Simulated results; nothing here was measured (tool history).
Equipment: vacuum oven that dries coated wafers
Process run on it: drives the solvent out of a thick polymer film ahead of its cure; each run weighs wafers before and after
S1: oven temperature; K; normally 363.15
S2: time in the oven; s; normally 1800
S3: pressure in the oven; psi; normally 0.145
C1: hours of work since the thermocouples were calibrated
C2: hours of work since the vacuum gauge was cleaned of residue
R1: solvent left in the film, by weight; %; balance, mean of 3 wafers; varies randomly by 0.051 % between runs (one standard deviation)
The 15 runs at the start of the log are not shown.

run,hour,S1,S2,S3,C1,C2,R1
16,506.9,363.15,1800,0.145,601,516,1.08
17,526.6,363.15,2580,0.145,615,530,0.7
18,560.9,363.15,2580,0.145,639,554,0.78
19,586.4,364.15,1800,0.183,657,573,1.27
20,622.5,364.15,1800,0.183,683,599,1.2
21,665.8,354.15,960,0.431,714,630,5.9
22,689.3,354.15,2040,0.431,731,646,3.39
23,728.9,374.15,1080,0.358,760,675,1.54
24,763.9,377.15,2340,0.358,785,700,0.9
25,785.8,368.15,1860,0.3,800,715,1.21
26,805,374.15,1500,0.08,814,729,0.42
27,840,355.15,1860,0.294,839,754,2.6
28,869.9,352.15,1860,0.294,861,776,3.23
29,906.3,352.15,1380,0.228,887,802,3.93
30,944.2,369.15,1020,0.145,914,829,1.62
31,988.4,368.15,2580,0.145,945,861,0.69
32,1031.5,363.15,2280,0.145,976,892,0.9
33,1072.1,372.15,1260,0.425,1005,921,1.61
34,1095.1,364.15,1560,0.453,1022,937,2.28
35,1117.6,367.15,1320,0.149,1038,953,1.29

5 ways to go on from here, each from the tool as it stands after run 35. What would each give?
A,1138.2,361.15,1800,0.099,1053,968,?
B,1138.2,367.15,2700,0.077,1053,968,?
C,1138.2,359.15,3060,0.149,1053,968,?
D,1138.2,367.15,1080,0.196,1053,968,?
E,1138.2,374.15,1980,0.199,1053,968,?

run,R1
A,1.06
B,0.42
C,1.02
D,1.85
E,0.67
With no hidden state in the tool, these same runs would have given:
run,R1
A,1.09
B,0.29
C,0.9
D,2.06
E,0.6
